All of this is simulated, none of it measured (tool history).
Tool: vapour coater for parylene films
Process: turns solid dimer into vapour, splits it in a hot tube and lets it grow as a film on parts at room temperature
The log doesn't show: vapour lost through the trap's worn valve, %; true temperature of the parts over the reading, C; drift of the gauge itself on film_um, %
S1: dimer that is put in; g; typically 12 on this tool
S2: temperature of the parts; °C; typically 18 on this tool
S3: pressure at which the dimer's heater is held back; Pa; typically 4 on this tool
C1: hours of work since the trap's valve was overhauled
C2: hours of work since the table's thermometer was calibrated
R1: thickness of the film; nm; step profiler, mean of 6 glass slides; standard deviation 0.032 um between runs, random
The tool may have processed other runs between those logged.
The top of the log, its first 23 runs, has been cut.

Run 24, hour 908.5: usual settings; C1 81; C2 1415. Result: R1 3150 nm.
Run 25, hour 946.6: usual settings but S2 28 °C, S3 11.85 Pa; C1 98; C2 1432. Result: R1 2380 nm.
Run 26, hour 1000.9: usual settings but S2 28 °C, S3 7.67 Pa; C1 123; C2 1457. Result: R1 2460 nm.
Run 27, hour 1039.8: usual settings but S1 11 g; C1 141; C2 1475. Result: R1 2830 nm.
Run 28, hour 1077.9: usual settings but S1 8 g, S3 10.32 Pa; C1 159; C2 1492. Result: R1 1880 nm.
Run 29, hour 1126.8: usual settings but S2 15 °C; C1 181; C2 1515. Result: R1 3200 nm.
Run 30, hour 1153.2: usual settings but S1 11 g, S3 3.7 Pa; C1 193; C2 1527. Result: R1 2800 nm.
Run 31, hour 1183.8: usual settings but S3 3.91 Pa; C1 207; C2 1541. Result: R1 3000 nm.
Run 32, hour 1239.2: usual settings but S2 20 °C; C1 233; C2 1566. Result: R1 2820 nm.
Run 33, hour 1268.7: usual settings but S1 19 g, S2 17 °C; C1 246; C2 1580. Result: R1 4750 nm.
Run 34, hour 1308.7: usual settings but S1 14 g, S2 28 °C, S3 5.81 Pa; C1 265; C2 1598. Result: R1 2830 nm.
Run 35, hour 1360.6: usual settings but S1 14 g, S2 28 °C, S3 5.81 Pa; C1 288; C2 1622. Result: R1 2780 nm.
Run 36, hour 1386.6: usual settings but S1 14 g, S2 28 °C, S3 5.81 Pa; C1 300; C2 1634. Result: R1 2780 nm.
Run 37, hour 1419.5: usual settings but S1 8 g, S2 28 °C, S3 2.47 Pa; C1 315; C2 1649. Result: R1 1660 nm.
Run 38, hour 1469.9: usual settings but S1 8 g, S2 28 °C, S3 2.47 Pa; C1 338; C2 1672. Result: R1 1640 nm.
At hour 1512.8: trap's valve overhauled.
Run 39, hour 1517.2: usual settings but S1 7 g, S2 15 °C, S3 2.47 Pa; C1 2; C2 1692. Result: R1 2080 nm.
Run 40, hour 1547.3: usual settings but S2 17 °C; C1 16; C2 1706. Result: R1 3300 nm.
Run 41, hour 1591.6: usual settings but S1 20 g; C1 36; C2 1726. Result: R1 5250 nm.
Run 42, hour 1618: usual settings but S1 20 g; C1 48; C2 1738. Result: R1 5290 nm.
Run 43, hour 1664.2: usual settings but S1 20 g; C1 69; C2 1759. Result: R1 5260 nm.
Run 44, hour 1697.1: usual settings but S1 20 g; C1 84; C2 1774. Result: R1 5200 nm.
Run 45, hour 1734.5: usual settings but S1 20 g; C1 102; C2 1792. Result: R1 5190 nm.
Run 46, hour 1787.2: usual settings but S1 21 g, S2 24 °C, S3 6.8 Pa; C1 126; C2 1816. Result: R1 4660 nm.
Run 47, hour 1812.1: usual settings but S1 8 g, S2 23 °C, S3 6.8 Pa; C1 137; C2 1827. Result: R1 1810 nm.

3 options for the next run, each taken on its own from the tool as it stands now. Forecast them:
Run A, hour 1839.1: usual settings but S1 8 g, S2 10 °C, S3 2.81 Pa; C1 150; C2 1840. Result: R1 ?.
Run B, hour 1839.1: usual settings but S1 8 g, S2 16 °C, S3 6.8 Pa; C1 150; C2 1840. Result: R1 ?.
Run C, hour 1839.1: usual settings but S1 10 g, S2 23 °C, S3 6.8 Pa; C1 150; C2 1840. Result: R1 ?.

run    R1
  A  2440
  B  2030
  C  2290
Take away the tool's hidden state, keep each run's random variation, and the runs would have read:
run    R1
  A  2520
  B  2100
  C  2360

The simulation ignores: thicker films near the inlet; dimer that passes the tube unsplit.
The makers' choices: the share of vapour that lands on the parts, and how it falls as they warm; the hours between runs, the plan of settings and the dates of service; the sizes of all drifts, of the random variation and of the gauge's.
